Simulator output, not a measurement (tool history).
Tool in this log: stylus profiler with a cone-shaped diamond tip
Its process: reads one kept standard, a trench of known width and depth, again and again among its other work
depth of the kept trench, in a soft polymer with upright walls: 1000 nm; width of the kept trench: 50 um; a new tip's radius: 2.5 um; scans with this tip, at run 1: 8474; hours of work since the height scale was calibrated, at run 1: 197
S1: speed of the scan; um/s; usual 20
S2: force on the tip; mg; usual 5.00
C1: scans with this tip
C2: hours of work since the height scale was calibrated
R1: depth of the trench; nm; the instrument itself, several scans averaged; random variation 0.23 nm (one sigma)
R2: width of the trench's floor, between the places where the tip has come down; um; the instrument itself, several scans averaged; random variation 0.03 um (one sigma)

| run | day | S1 | S2 | C1 | C2 | R1 | R2 |
|---|---|---|---|---|---|---|---|
| 1 | 0.000 | 20 | 5.00 | 8474 | 197 | 1023.76 | 44.85 |
| 2 | 2.908 | 20 | 5.00 | 8799 | 251 | 1023.69 | 44.81 |
| 3 | 4.250 | 20 | 5.00 | 8949 | 276 | 1023.73 | 44.76 |
| 4 | 7.288 | 20 | 5.00 | 9287 | 333 | 1024.01 | 44.81 |
| 5 | 9.625 | 20 | 5.00 | 9548 | 377 | 1023.86 | 44.74 |
| 6 | 11.046 | 20 | 5.00 | 9706 | 403 | 1024.29 | 44.69 |
| 7 | 12.608 | 20 | 5.00 | 9880 | 432 | 1023.69 | 44.75 |
| 8 | 15.371 | 20 | 5.00 | 10189 | 484 | 1024.46 | 44.68 |
| 9 | 17.650 | 20 | 5.00 | 10443 | 527 | 1024.25 | 44.63 |
| 10 | 19.058 | 20 | 5.00 | 10600 | 553 | 1024.37 | 44.59 |
| 11 | 21.142 | 21 | 5.00 | 10832 | 592 | 1024.65 | 44.60 |
| 12 | 22.767 | 21 | 5.00 | 11014 | 623 | 1024.91 | 44.55 |
| 13 | 25.379 | 21 | 5.00 | 11305 | 672 | 1025.32 | 44.58 |
| 14 | 28.008 | 20 | 2.38 | 11598 | 721 | 1016.39 | 44.49 |
| 15 | 30.038 | 47 | 2.38 | 11824 | 759 | 1016.03 | 44.41 |
| 16 | 31.538 | 47 | 10.04 | 11992 | 787 | 1038.55 | 44.46 |
| 17 | 33.025 | 20 | 5.00 | 12158 | 815 | 1025.32 | 44.46 |
| 18 | 35.521 | 20 | 2.85 | 12436 | 861 | 1018.37 | 44.43 |
| 19 | 37.633 | 8 | 4.30 | 12672 | 901 | 1023.41 | 44.49 |
| 20 | 40.358 | 30 | 3.83 | 12976 | 952 | 1022.15 | 44.34 |
| 21 | 41.921 | 9 | 3.39 | 13150 | 981 | 1020.80 | 44.40 |
| 22 | 45.004 | 9 | 2.12 | 13494 | 1039 | 1016.36 | 44.34 |
| 23 | 47.762 | 11 | 2.12 | 13801 | 1090 | 1016.32 | 44.35 |
| 24 | 50.208 | 8 | 5.66 | 14074 | 1136 | 1028.27 | 44.29 |
| 25 | 52.862 | 49 | 7.45 | 14370 | 1186 | 1033.45 | 44.20 |
|  | 55.067 | height scale calibrated on a step standard |
| 26 | 56.054 | 49 | 7.45 | 14724 | 18 | 1029.24 | 44.18 |
| 27 | 58.254 | 41 | 2.26 | 14969 | 60 | 1012.95 | 44.13 |
| 28 | 60.933 | 20 | 11.73 | 15268 | 110 | 1040.09 | 44.19 |
| 29 | 63.271 | 14 | 5.61 | 15529 | 154 | 1024.92 | 44.10 |
| 30 | 66.492 | 73 | 2.70 | 15888 | 214 | 1015.57 | 43.97 |
| 31 | 69.221 | 73 | 2.70 | 16193 | 265 | 1015.58 | 43.91 |
| 32 | 72.100 | 65 | 2.70 | 16513 | 319 | 1016.06 | 43.92 |
| 33 | 75.096 | 7 | 3.01 | 16848 | 375 | 1017.11 | 44.00 |
| 34 | 77.117 | 7 | 3.05 | 17073 | 413 | 1017.30 | 44.01 |
| 35 | 78.604 | 7 | 1.89 | 17239 | 441 | 1013.19 | 43.94 |

Each row is a separate what-if for the run after 35, all from the same tool condition, not one after another. Results?
| A | 80.829 | 19 | 10.25 | 17487 | 482 | ? | ? |
| B | 80.829 | 12 | 2.16 | 17487 | 482 | ? | ? |
| C | 80.829 | 7 | 4.05 | 17487 | 482 | ? | ? |
| D | 80.829 | 18 | 2.04 | 17487 | 482 | ? | ? |

| run | R1 | R2 |
|---|---|---|
| A | 1037.81 | 43.97 |
| B | 1014.01 | 43.97 |
| C | 1020.74 | 44.01 |
| D | 1013.87 | 43.96 |
Without the tool's hidden state the same runs would have given:
| run | R1 | R2 |
|---|---|---|
| A | 1036.45 | 45.98 |
| B | 1012.69 | 45.98 |
| C | 1019.41 | 46.02 |
| D | 1012.55 | 45.97 |
